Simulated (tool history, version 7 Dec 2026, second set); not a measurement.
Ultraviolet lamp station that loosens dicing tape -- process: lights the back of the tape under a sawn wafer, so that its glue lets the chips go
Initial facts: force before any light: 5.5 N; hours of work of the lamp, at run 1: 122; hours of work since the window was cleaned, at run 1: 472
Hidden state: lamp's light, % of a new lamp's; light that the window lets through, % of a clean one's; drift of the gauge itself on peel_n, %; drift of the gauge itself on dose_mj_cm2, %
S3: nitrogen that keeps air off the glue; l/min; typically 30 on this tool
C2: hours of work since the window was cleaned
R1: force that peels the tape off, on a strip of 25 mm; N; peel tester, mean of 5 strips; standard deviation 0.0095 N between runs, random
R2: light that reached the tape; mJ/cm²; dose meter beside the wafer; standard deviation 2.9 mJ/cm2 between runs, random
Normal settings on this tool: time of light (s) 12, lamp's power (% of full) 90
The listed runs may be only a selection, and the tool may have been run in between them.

run 1 hour=0.0 | time_of_light_(s)=12 lamp's_power_(%_of_full)=90 S3=30 | hours_of_work_of_the_lamp=122 C2=472 | R1=0.538 R2=371
run 2 hour=8.6 | time_of_light_(s)=12 lamp's_power_(%_of_full)=90 S3=30 | hours_of_work_of_the_lamp=126 C2=475 | R1=0.535 R2=369
run 3 hour=18.5 | time_of_light_(s)=12 lamp's_power_(%_of_full)=90 S3=30 | hours_of_work_of_the_lamp=130 C2=480 | R1=0.557 R2=371
run 4 hour=30.8 | time_of_light_(s)=12 lamp's_power_(%_of_full)=90 S3=30 | hours_of_work_of_the_lamp=136 C2=486 | R1=0.542 R2=370
run 5 hour=43.0 | time_of_light_(s)=12 lamp's_power_(%_of_full)=90 S3=30 | hours_of_work_of_the_lamp=141 C2=491 | R1=0.527 R2=366
run 6 hour=51.4 | time_of_light_(s)=12 lamp's_power_(%_of_full)=90 S3=42 | hours_of_work_of_the_lamp=145 C2=495 | R1=0.435 R2=366
run 7 hour=58.6 | time_of_light_(s)=12 lamp's_power_(%_of_full)=90 S3=42 | hours_of_work_of_the_lamp=149 C2=498 | R1=0.448 R2=363
run 8 hour=66.0 | time_of_light_(s)=12 lamp's_power_(%_of_full)=90 S3=42 | hours_of_work_of_the_lamp=152 C2=502 | R1=0.465 R2=367
run 9 hour=81.2 | time_of_light_(s)=14 lamp's_power_(%_of_full)=90 S3=30 | hours_of_work_of_the_lamp=159 C2=509 | R1=0.406 R2=422
run 10 hour=94.4 | time_of_light_(s)=14 lamp's_power_(%_of_full)=90 S3=30 | hours_of_work_of_the_lamp=165 C2=515 | R1=0.413 R2=426
run 11 hour=108.1 | time_of_light_(s)=12 lamp's_power_(%_of_full)=90 S3=30 | hours_of_work_of_the_lamp=171 C2=521 | R1=0.535 R2=361
run 12 hour=120.0 | time_of_light_(s)=12 lamp's_power_(%_of_full)=90 S3=30 | hours_of_work_of_the_lamp=177 C2=526 | R1=0.533 R2=367
run 13 hour=127.8 | time_of_light_(s)=12 lamp's_power_(%_of_full)=90 S3=30 | hours_of_work_of_the_lamp=180 C2=530 | R1=0.521 R2=361
run 14 hour=142.8 | time_of_light_(s)=10 lamp's_power_(%_of_full)=63 S3=30 | hours_of_work_of_the_lamp=187 C2=537 | R1=1.318 R2=213
run 15 hour=150.8 | time_of_light_(s)=21 lamp's_power_(%_of_full)=95 S3=30 | hours_of_work_of_the_lamp=191 C2=541 | R1=0.203 R2=662
run 16 hour=158.7 | time_of_light_(s)=13 lamp's_power_(%_of_full)=74 S3=30 | hours_of_work_of_the_lamp=194 C2=544 | R1=0.669 R2=314
run 17 hour=166.7 | time_of_light_(s)=7 lamp's_power_(%_of_full)=74 S3=30 | hours_of_work_of_the_lamp=198 C2=548 | R1=1.724 R2=174
run 18 hour=174.5 | time_of_light_(s)=7 lamp's_power_(%_of_full)=74 S3=30 | hours_of_work_of_the_lamp=202 C2=551 | R1=1.705 R2=170
run 19 hour=184.8 | time_of_light_(s)=7 lamp's_power_(%_of_full)=74 S3=30 | hours_of_work_of_the_lamp=206 C2=556 | R1=1.694 R2=170
run 20 hour=196.0 | time_of_light_(s)=7 lamp's_power_(%_of_full)=74 S3=30 | hours_of_work_of_the_lamp=212 C2=561 | R1=1.663 R2=174
run 21 hour=205.5 | time_of_light_(s)=7 lamp's_power_(%_of_full)=74 S3=30 | hours_of_work_of_the_lamp=216 C2=566 | R1=1.789 R2=172
run 22 hour=218.7 | time_of_light_(s)=7 lamp's_power_(%_of_full)=74 S3=30 | hours_of_work_of_the_lamp=222 C2=572 | R1=1.744 R2=167
run 23 hour=228.9 | time_of_light_(s)=11 lamp's_power_(%_of_full)=63 S3=10 | hours_of_work_of_the_lamp=227 C2=576 | R1=1.885 R2=230
run 24 hour=244.4 | time_of_light_(s)=20 lamp's_power_(%_of_full)=84 S3=35 | hours_of_work_of_the_lamp=234 C2=583 | R1=0.249 R2=552
run 25 hour=253.6 | time_of_light_(s)=14 lamp's_power_(%_of_full)=90 S3=18 | hours_of_work_of_the_lamp=238 C2=588 | R1=0.621 R2=415

Predict each of these 4 candidate next runs independently; none follows another, all start after run 25:
run A hour=263.3 | time_of_light_(s)=20 lamp's_power_(%_of_full)=90 S3=30 | hours_of_work_of_the_lamp=242 C2=592 | R1=? R2=?
run B hour=263.3 | time_of_light_(s)=11 lamp's_power_(%_of_full)=97 S3=30 | hours_of_work_of_the_lamp=242 C2=592 | R1=? R2=?
run C hour=263.3 | time_of_light_(s)=7 lamp's_power_(%_of_full)=61 S3=14 | hours_of_work_of_the_lamp=242 C2=592 | R1=? R2=?
run D hour=263.3 | time_of_light_(s)=14 lamp's_power_(%_of_full)=72 S3=18 | hours_of_work_of_the_lamp=242 C2=592 | R1=? R2=?

run=A R1=0.241 R2=589
run=B R1=0.591 R2=348
run=C R1=2.527 R2=136
run=D R1=0.864 R2=324
What these runs would have given with no unlogged condition in the tool:
run=A R1=0.197 R2=709
run=B R1=0.416 R2=418
run=C R1=2.182 R2=164
run=D R1=0.626 R2=390
